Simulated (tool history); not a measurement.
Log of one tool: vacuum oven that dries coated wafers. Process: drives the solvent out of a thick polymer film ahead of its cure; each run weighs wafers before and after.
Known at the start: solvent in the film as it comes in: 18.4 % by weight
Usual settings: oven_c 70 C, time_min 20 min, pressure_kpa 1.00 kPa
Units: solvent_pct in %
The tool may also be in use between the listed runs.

| run | hour | oven_c | time_min | pressure_kpa | solvent_pct |
|---|---|---|---|---|---|
| 1 | 0.0 | 70 | 20 | 1.00 | 4.08 |
| 2 | 15.1 | 62 | 20 | 1.00 | 7.38 |
| 3 | 23.4 | 62 | 20 | 1.00 | 7.56 |
| 4 | 33.5 | 62 | 20 | 1.00 | 7.58 |
| 5 | 50.2 | 70 | 20 | 0.94 | 4.06 |
| 6 | 62.2 | 70 | 20 | 0.94 | 4.09 |
| 7 | 81.0 | 63 | 20 | 1.00 | 7.01 |
| 8 | 92.8 | 70 | 20 | 0.66 | 3.85 |
| 9 | 101.3 | 70 | 20 | 0.66 | 3.79 |
| 10 | 115.0 | 70 | 20 | 0.66 | 3.84 |
| 11 | 124.9 | 70 | 20 | 1.00 | 4.21 |
| 12 | 135.9 | 70 | 27 | 1.00 | 2.87 |
| 13 | 155.1 | 70 | 27 | 1.00 | 2.88 |
| 14 | 174.6 | 70 | 27 | 1.14 | 3.06 |
| 15 | 190.9 | 70 | 27 | 1.14 | 3.01 |
| 16 | 202.5 | 70 | 20 | 1.14 | 4.18 |
| 17 | 216.0 | 70 | 20 | 1.14 | 4.30 |
| 18 | 226.6 | 70 | 20 | 1.14 | 4.15 |
| 19 | 243.1 | 70 | 20 | 1.14 | 4.24 |
| 20 | 253.5 | 70 | 20 | 1.14 | 4.24 |
|  | 256.8 | vacuum gauge cleaned of residue and calibrated |
| 21 | 270.3 | 70 | 35 | 1.00 | 2.08 |
| 22 | 286.5 | 70 | 35 | 1.00 | 2.16 |
| 23 | 299.3 | 70 | 20 | 2.26 | 5.14 |
| 24 | 313.1 | 70 | 20 | 2.26 | 5.22 |
|  | 318.9 | vacuum gauge cleaned of residue and calibrated, once more |
| 25 | 327.8 | 60 | 21 | 3.54 | 10.44 |
| 26 | 347.0 | 60 | 21 | 3.54 | 10.26 |
| 27 | 361.7 | 60 | 21 | 3.54 | 10.40 |
| 28 | 374.1 | 62 | 33 | 3.34 | 7.51 |
| 29 | 390.8 | 62 | 33 | 3.34 | 7.35 |
| 30 | 408.1 | 77 | 27 | 1.19 | 1.33 |
| 31 | 425.6 | 69 | 32 | 3.73 | 5.19 |
| 32 | 441.1 | 74 | 15 | 3.85 | 5.73 |
| 33 | 459.8 | 79 | 25 | 2.69 | 2.27 |
| 34 | 471.6 | 79 | 25 | 2.69 | 2.14 |
| 35 | 489.2 | 70 | 12 | 2.95 | 7.74 |
| 36 | 505.5 | 55 | 21 | 3.26 | 12.08 |
| 37 | 524.0 | 55 | 21 | 3.26 | 11.96 |
| 38 | 535.7 | 55 | 21 | 3.26 | 12.20 |
| 39 | 547.2 | 59 | 21 | 3.68 | 11.03 |
| 40 | 559.7 | 55 | 20 | 1.99 | 10.97 |
| 41 | 579.6 | 55 | 20 | 1.99 | 11.12 |
| 42 | 590.0 | 55 | 20 | 1.99 | 11.01 |
| 43 | 605.7 | 64 | 33 | 3.52 | 6.73 |
| 44 | 617.6 | 74 | 15 | 2.34 | 4.75 |
| 45 | 631.1 | 74 | 17 | 1.08 | 3.18 |
| 46 | 644.9 | 74 | 17 | 1.08 | 3.37 |
| 47 | 662.5 | 68 | 11 | 3.14 | 9.16 |

The same runs without the tool's hidden state, with the same run-to-run variation:
The hidden state here: true wafer temperature over the reading, C; true pressure over the reading, kPa; drift of the gauge itself on solvent_pct, %.
| run | solvent_pct |
|---|---|
| 1 | 4.02 |
| 2 | 7.33 |
| 3 | 7.50 |
| 4 | 7.53 |
| 5 | 4.01 |
| 6 | 4.04 |
| 7 | 6.96 |
| 8 | 3.81 |
| 9 | 3.75 |
| 10 | 3.80 |
| 11 | 4.17 |
| 12 | 2.81 |
| 13 | 2.82 |
| 14 | 3.01 |
| 15 | 2.95 |
| 16 | 4.15 |
| 17 | 4.27 |
| 18 | 4.12 |
| 19 | 4.22 |
| 20 | 4.22 |
| 21 | 1.94 |
| 22 | 2.02 |
| 23 | 5.07 |
| 24 | 5.16 |
| 25 | 10.57 |
| 26 | 10.39 |
| 27 | 10.54 |
| 28 | 7.65 |
| 29 | 7.49 |
| 30 | 1.37 |
| 31 | 5.30 |
| 32 | 5.86 |
| 33 | 2.31 |
| 34 | 2.19 |
| 35 | 7.89 |
| 36 | 12.21 |
| 37 | 12.09 |
| 38 | 12.34 |
| 39 | 11.19 |
| 40 | 11.10 |
| 41 | 11.25 |
| 42 | 11.15 |
| 43 | 6.88 |
| 44 | 4.90 |
| 45 | 3.30 |
| 46 | 3.50 |
| 47 | 9.33 |

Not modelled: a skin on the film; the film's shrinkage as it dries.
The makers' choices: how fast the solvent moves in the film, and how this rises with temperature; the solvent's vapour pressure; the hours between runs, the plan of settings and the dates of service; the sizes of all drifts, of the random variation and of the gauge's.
